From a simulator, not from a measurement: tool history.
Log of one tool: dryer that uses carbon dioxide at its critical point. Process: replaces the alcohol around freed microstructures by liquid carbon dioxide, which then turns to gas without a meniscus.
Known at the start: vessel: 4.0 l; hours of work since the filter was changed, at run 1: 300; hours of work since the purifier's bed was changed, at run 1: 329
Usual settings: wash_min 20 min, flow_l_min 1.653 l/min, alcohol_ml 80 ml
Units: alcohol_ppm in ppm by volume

run,hour,wash_min,flow_l_min,alcohol_ml,hours of work since the filter was changed,hours of work since the purifier's bed was changed,alcohol_ppm
1,0,20,1.653,80,300,329,71
2,13.9,20,1.653,80,311,340,75
3,26.3,20,1.653,80,321,350,78
4,38,20,1.653,80,330,359,84
5,54.4,20,1.653,22,342,371,72
6,64.1,20,1.653,22,350,379,64
7,72.3,20,1.653,22,356,385,79
8,85.9,20,1.653,22,367,396,62
9,104.1,20,1.653,22,381,410,82
10,121.1,20,1.653,22,394,423,67
11,135.2,20,1.653,80,405,434,100
12,151.5,14,1.653,80,417,447,243
13,160.5,14,1.653,80,424,454,239
14,176.8,14,1.653,80,437,466,246
15,185.7,20,1.653,56,444,473,95
16,202.1,21,1.653,60,457,486,95
17,216.2,21,1.653,60,468,497,93
18,232.6,21,1.653,60,480,509,114

Forecast run 19:
19,249.2,21,1.01,31,493,522,?

Run 19 gave alcohol_ppm 203 ppm by volume.
Without the tool's hidden state the same run would have given alcohol_ppm 61 ppm by volume.
